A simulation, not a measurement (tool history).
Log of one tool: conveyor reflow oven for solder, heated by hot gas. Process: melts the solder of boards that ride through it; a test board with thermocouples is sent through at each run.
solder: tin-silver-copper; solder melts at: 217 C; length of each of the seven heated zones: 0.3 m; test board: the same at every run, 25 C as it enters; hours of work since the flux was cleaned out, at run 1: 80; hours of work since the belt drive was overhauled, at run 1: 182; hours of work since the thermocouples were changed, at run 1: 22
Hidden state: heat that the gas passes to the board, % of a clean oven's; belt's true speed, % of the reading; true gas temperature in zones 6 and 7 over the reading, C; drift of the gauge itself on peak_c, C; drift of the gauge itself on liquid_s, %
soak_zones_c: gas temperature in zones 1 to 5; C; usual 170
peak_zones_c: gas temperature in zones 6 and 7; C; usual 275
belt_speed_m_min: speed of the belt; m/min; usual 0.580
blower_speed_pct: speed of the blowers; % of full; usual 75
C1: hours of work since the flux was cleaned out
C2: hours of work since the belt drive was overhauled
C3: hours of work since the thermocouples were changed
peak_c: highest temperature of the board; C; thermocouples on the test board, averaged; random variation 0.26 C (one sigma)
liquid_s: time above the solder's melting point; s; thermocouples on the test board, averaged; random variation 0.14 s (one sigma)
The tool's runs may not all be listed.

Run 1, day 0.000: usual settings; C1 80; C2 182; C3 22. Result: peak_c 258.6 C, liquid_s 49.0 s.
Run 2, day 0.846: usual settings; C1 89; C2 191; C3 31. Result: peak_c 258.9 C, liquid_s 48.9 s.
Run 3, day 1.279: usual settings; C1 93; C2 195; C3 36. Result: peak_c 259.0 C, liquid_s 49.1 s.
Run 4, day 2.088: usual settings; C1 102; C2 204; C3 44. Result: peak_c 258.7 C, liquid_s 48.9 s.
Run 5, day 2.546: usual settings; C1 107; C2 209; C3 49. Result: peak_c 258.7 C, liquid_s 49.1 s.
Run 6, day 3.075: usual settings; C1 112; C2 214; C3 55. Result: peak_c 258.2 C, liquid_s 48.8 s.
Run 7, day 3.925: usual settings; C1 121; C2 223; C3 64. Result: peak_c 258.2 C, liquid_s 48.7 s.
Run 8, day 4.767: usual settings; C1 130; C2 232; C3 73. Result: peak_c 258.3 C, liquid_s 48.8 s.
Run 9, day 5.525: usual settings but blower_speed_pct 86 % of full; C1 138; C2 240; C3 81. Result: peak_c 260.4 C, liquid_s 50.1 s.
Run 10, day 6.267: usual settings but soak_zones_c 179 C; C1 146; C2 248; C3 88. Result: peak_c 259.7 C, liquid_s 52.0 s.
Run 11, day 6.762: usual settings but soak_zones_c 179 C; C1 151; C2 253; C3 94. Result: peak_c 259.6 C, liquid_s 52.0 s.
Run 12, day 7.604: usual settings but soak_zones_c 179 C, belt_speed_m_min 0.518 m/min; C1 160; C2 262; C3 103. Result: peak_c 263.1 C, liquid_s 60.2 s.
Run 13, day 8.300: usual settings but soak_zones_c 181 C, blower_speed_pct 64 % of full; C1 168; C2 270; C3 110. Result: peak_c 257.8 C, liquid_s 51.5 s.
Run 14, day 9.229: usual settings but soak_zones_c 181 C, blower_speed_pct 64 % of full; C1 177; C2 279; C3 120. Result: peak_c 257.5 C, liquid_s 50.9 s.
At day 9.858: flux residue cleaned out of gas plates and filters.
Run 15, day 10.250: usual settings but soak_zones_c 183 C, peak_zones_c 278 C, blower_speed_pct 64 % of full; C1 4; C2 288; C3 128. Result: peak_c 261.4 C, liquid_s 53.9 s.

5 ways to go on from here, each from the tool as it stands after run 15. What would each give?
Run A, day 11.154: usual settings but soak_zones_c 179 C, peak_zones_c 264 C, blower_speed_pct 81 % of full; C1 14; C2 298; C3 138. Result: peak_c ?, liquid_s ?.
Run B, day 11.154: usual settings but soak_zones_c 162 C, peak_zones_c 278 C, blower_speed_pct 64 % of full; C1 14; C2 298; C3 138. Result: peak_c ?, liquid_s ?.
Run C, day 11.154: usual settings but peak_zones_c 284 C; C1 14; C2 298; C3 138. Result: peak_c ?, liquid_s ?.
Run D, day 11.154: usual settings but soak_zones_c 162 C, peak_zones_c 266 C, blower_speed_pct 73 % of full; C1 14; C2 298; C3 138. Result: peak_c ?, liquid_s ?.
Run E, day 11.154: usual settings but soak_zones_c 167 C, peak_zones_c 277 C, belt_speed_m_min 0.600 m/min, blower_speed_pct 64 % of full; C1 14; C2 298; C3 138. Result: peak_c ?, liquid_s ?.

run  peak_c  liquid_s
  A   252.0      48.6
  B   257.9      46.2
  C   267.0      52.8
  D   249.7      42.2
  E   256.0      45.2
Without the tool's hidden state the same runs would have given:
run  peak_c  liquid_s
  A   252.4      48.3
  B   258.2      45.9
  C   267.4      52.5
  D   250.0      42.1
  E   256.3      45.0

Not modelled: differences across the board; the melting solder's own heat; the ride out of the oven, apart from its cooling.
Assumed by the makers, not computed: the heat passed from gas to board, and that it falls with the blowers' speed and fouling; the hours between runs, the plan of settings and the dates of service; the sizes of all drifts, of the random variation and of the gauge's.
